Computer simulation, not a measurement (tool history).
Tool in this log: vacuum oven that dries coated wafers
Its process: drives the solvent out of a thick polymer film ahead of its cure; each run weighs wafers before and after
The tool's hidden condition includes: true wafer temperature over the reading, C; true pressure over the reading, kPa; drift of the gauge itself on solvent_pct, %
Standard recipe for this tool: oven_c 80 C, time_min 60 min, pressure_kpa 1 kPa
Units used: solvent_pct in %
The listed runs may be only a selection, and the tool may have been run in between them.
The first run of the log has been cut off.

run   hour  oven_c  time_min  pressure_kpa  hours of work since the thermocouples were calibrated  hours of work since the vacuum gauge was cleaned of residue  solvent_pct
  2   68.4      80        95             1                                                    577                                                         1754         0.45
  3  135.7      80        95             1                                                    618                                                         1796         0.44
  4  184.1      80        95             1                                                    649                                                         1826         0.44
  5  220.3      80        60             1                                                    671                                                         1848         0.89
  6  292.9      80        60             1                                                    717                                                         1894          0.9
  7  323.3      80        60             1                                                    735                                                         1913         0.91
  8  355.5      80        60             1                                                    756                                                         1933          0.9
  9  395.2      93        60             1                                                    780                                                         1957         0.24
 10  454.9      93        60             1                                                    818                                                         1995         0.25
 11  509.5      93        60          1.04                                                    852                                                         2029         0.25
 12  578.5      93        60          1.04                                                    895                                                         2072         0.25
     627.2  -- vacuum gauge cleaned of residue and calibrated
 13  649.8      93        60          1.04                                                    938                                                           14          0.3
 14  706.9      93        60          1.04                                                    974                                                           50         0.31
 15  770.1      93        60          1.04                                                   1013                                                           89         0.33
 16  801.8      80        89             1                                                   1033                                                          109          0.6
 17  872.6      80        60             1                                                   1077                                                          153         0.98

Run 18 comes next. What will it give?
       918  -- vacuum gauge cleaned of residue and calibrated, once more
 18  945.2      86        42          3.04                                                   1122                                                           17            ?

solvent_pct: 0.98 %
On a tool with no hidden condition, and with the same random variation, this run would have come out at solvent_pct 1.11 %.
